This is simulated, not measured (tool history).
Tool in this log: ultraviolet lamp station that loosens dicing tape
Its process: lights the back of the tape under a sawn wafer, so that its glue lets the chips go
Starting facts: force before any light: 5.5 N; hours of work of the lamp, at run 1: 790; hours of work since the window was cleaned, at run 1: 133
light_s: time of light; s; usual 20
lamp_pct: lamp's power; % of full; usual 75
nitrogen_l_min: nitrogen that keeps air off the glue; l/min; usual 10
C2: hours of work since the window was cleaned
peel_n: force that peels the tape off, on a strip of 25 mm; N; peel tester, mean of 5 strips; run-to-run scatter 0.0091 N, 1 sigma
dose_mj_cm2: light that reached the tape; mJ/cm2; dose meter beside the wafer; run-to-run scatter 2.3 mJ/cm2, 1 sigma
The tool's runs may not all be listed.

{"run": 1, "hour": 0.0, "light_s": 20, "lamp_pct": 75, "nitrogen_l_min": 10, "hours of work of the lamp": 790, "C2": 133, "peel_n": 0.641, "dose_mj_cm2": 180}
{"run": 2, "hour": 47.4, "light_s": 20, "lamp_pct": 75, "nitrogen_l_min": 10, "hours of work of the lamp": 810, "C2": 153, "peel_n": 0.618, "dose_mj_cm2": 174}
{"run": 3, "hour": 97.0, "light_s": 18, "lamp_pct": 75, "nitrogen_l_min": 10, "hours of work of the lamp": 831, "C2": 174, "peel_n": 0.762, "dose_mj_cm2": 161}
{"run": 4, "hour": 120.0, "light_s": 18, "lamp_pct": 75, "nitrogen_l_min": 10, "hours of work of the lamp": 841, "C2": 184, "peel_n": 0.781, "dose_mj_cm2": 159}
{"run": 5, "hour": 147.8, "light_s": 20, "lamp_pct": 75, "nitrogen_l_min": 10, "hours of work of the lamp": 853, "C2": 195, "peel_n": 0.65, "dose_mj_cm2": 171}
{"run": 6, "hour": 192.8, "light_s": 15, "lamp_pct": 75, "nitrogen_l_min": 10, "hours of work of the lamp": 872, "C2": 215, "peel_n": 1.07, "dose_mj_cm2": 129}
{"run": 7, "hour": 248.1, "light_s": 15, "lamp_pct": 75, "nitrogen_l_min": 10, "hours of work of the lamp": 895, "C2": 238, "peel_n": 1.104, "dose_mj_cm2": 128}
{"run": 8, "hour": 285.2, "light_s": 11, "lamp_pct": 75, "nitrogen_l_min": 10, "hours of work of the lamp": 911, "C2": 254, "peel_n": 1.62, "dose_mj_cm2": 93}
{"hour": 290.3, "done": "window cleaned of glue's vapour"}
{"run": 9, "hour": 334.0, "light_s": 11, "lamp_pct": 75, "nitrogen_l_min": 10, "hours of work of the lamp": 932, "C2": 19, "peel_n": 1.776, "dose_mj_cm2": 92}
{"run": 10, "hour": 361.4, "light_s": 20, "lamp_pct": 75, "nitrogen_l_min": 5, "hours of work of the lamp": 943, "C2": 30, "peel_n": 1.184, "dose_mj_cm2": 167}
{"hour": 388.5, "done": "window cleaned of glue's vapour, once more"}
{"run": 11, "hour": 411.7, "light_s": 14, "lamp_pct": 78, "nitrogen_l_min": 15, "hours of work of the lamp": 965, "C2": 10, "peel_n": 0.905, "dose_mj_cm2": 121}
{"run": 12, "hour": 457.5, "light_s": 14, "lamp_pct": 78, "nitrogen_l_min": 15, "hours of work of the lamp": 984, "C2": 29, "peel_n": 0.897, "dose_mj_cm2": 122}
{"run": 13, "hour": 486.8, "light_s": 20, "lamp_pct": 61, "nitrogen_l_min": 13, "hours of work of the lamp": 997, "C2": 42, "peel_n": 0.847, "dose_mj_cm2": 137}
{"run": 14, "hour": 517.8, "light_s": 20, "lamp_pct": 67, "nitrogen_l_min": 6, "hours of work of the lamp": 1010, "C2": 55, "peel_n": 1.221, "dose_mj_cm2": 150}
{"run": 15, "hour": 540.7, "light_s": 15, "lamp_pct": 67, "nitrogen_l_min": 6, "hours of work of the lamp": 1019, "C2": 65, "peel_n": 1.713, "dose_mj_cm2": 109}

Below are 3 alternative next runs, each starting from the tool's condition after run 15. Predict each:
{"run": "A", "hour": 579.0, "light_s": 15, "lamp_pct": 75, "nitrogen_l_min": 9, "hours of work of the lamp": 1036, "C2": 81, "peel_n": "?", "dose_mj_cm2": "?"}
{"run": "B", "hour": 579.0, "light_s": 15, "lamp_pct": 67, "nitrogen_l_min": 13, "hours of work of the lamp": 1036, "C2": 81, "peel_n": "?", "dose_mj_cm2": "?"}
{"run": "C", "hour": 579.0, "light_s": 20, "lamp_pct": 84, "nitrogen_l_min": 10, "hours of work of the lamp": 1036, "C2": 81, "peel_n": "?", "dose_mj_cm2": "?"}

run=A peel_n=1.269 dose_mj_cm2=123
run=B peel_n=1.182 dose_mj_cm2=112
run=C peel_n=0.619 dose_mj_cm2=183
What these runs would have given with no unlogged condition in the tool:
run=A peel_n=0.714 dose_mj_cm2=178
run=B peel_n=0.651 dose_mj_cm2=162
run=C peel_n=0.323 dose_mj_cm2=266
